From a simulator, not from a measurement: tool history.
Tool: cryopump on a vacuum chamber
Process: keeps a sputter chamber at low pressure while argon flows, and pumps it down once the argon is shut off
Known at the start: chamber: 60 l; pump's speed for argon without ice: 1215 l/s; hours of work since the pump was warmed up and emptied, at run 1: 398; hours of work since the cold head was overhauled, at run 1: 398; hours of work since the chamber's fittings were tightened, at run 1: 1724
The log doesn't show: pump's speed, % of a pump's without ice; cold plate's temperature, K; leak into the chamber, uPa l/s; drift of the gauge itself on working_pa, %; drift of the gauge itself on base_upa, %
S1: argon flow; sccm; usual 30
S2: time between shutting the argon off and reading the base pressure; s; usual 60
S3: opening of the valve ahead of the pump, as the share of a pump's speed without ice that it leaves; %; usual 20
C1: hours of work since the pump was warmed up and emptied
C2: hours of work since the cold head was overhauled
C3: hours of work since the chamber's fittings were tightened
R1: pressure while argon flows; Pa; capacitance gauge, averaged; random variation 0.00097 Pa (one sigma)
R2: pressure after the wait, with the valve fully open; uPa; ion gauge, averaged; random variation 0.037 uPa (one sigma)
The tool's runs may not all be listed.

{"run": 1, "hour": 0.0, "S1": 30, "S2": 60, "S3": 20, "C1": 398, "C2": 398, "C3": 1724, "R1": 0.2097, "R2": 3.1}
{"run": 2, "hour": 25.1, "S1": 17, "S2": 60, "S3": 20, "C1": 416, "C2": 416, "C3": 1742, "R1": 0.1202, "R2": 3.19}
{"run": 3, "hour": 69.3, "S1": 44, "S2": 60, "S3": 20, "C1": 447, "C2": 447, "C3": 1774, "R1": 0.3096, "R2": 3.01}
{"run": 4, "hour": 98.5, "S1": 44, "S2": 60, "S3": 20, "C1": 468, "C2": 468, "C3": 1795, "R1": 0.3091, "R2": 3.13}
{"run": 5, "hour": 129.0, "S1": 30, "S2": 60, "S3": 20, "C1": 490, "C2": 490, "C3": 1817, "R1": 0.2107, "R2": 3.12}
{"run": 6, "hour": 176.5, "S1": 30, "S2": 60, "S3": 20, "C1": 524, "C2": 524, "C3": 1851, "R1": 0.2108, "R2": 3.18}
{"run": 7, "hour": 216.1, "S1": 30, "S2": 60, "S3": 20, "C1": 552, "C2": 552, "C3": 1879, "R1": 0.2117, "R2": 3.07}
{"run": 8, "hour": 263.8, "S1": 30, "S2": 60, "S3": 20, "C1": 586, "C2": 586, "C3": 1913, "R1": 0.2113, "R2": 3.31}
{"run": 9, "hour": 301.1, "S1": 30, "S2": 60, "S3": 20, "C1": 613, "C2": 613, "C3": 1940, "R1": 0.2131, "R2": 3.31}
{"run": 10, "hour": 322.6, "S1": 30, "S2": 60, "S3": 20, "C1": 628, "C2": 628, "C3": 1955, "R1": 0.2112, "R2": 3.31}
{"run": 11, "hour": 352.0, "S1": 32, "S2": 66, "S3": 48, "C1": 649, "C2": 649, "C3": 1976, "R1": 0.0958, "R2": 3.19}
{"run": 12, "hour": 392.2, "S1": 30, "S2": 66, "S3": 19, "C1": 678, "C2": 678, "C3": 2005, "R1": 0.2234, "R2": 3.15}
{"run": 13, "hour": 421.4, "S1": 20, "S2": 29, "S3": 17, "C1": 699, "C2": 699, "C3": 2026, "R1": 0.1656, "R2": 5.16}

The next listed run, before its measurement:
{"run": 14, "hour": 453.7, "S1": 20, "S2": 29, "S3": 17, "C1": 722, "C2": 722, "C3": 2049, "R1": "?", "R2": "?"}

Run 14 gave R1 0.1661 Pa, R2 5.4 uPa.
Without the tool's hidden state the same run would have given R1 0.1634 Pa, R2 4.09 uPa.
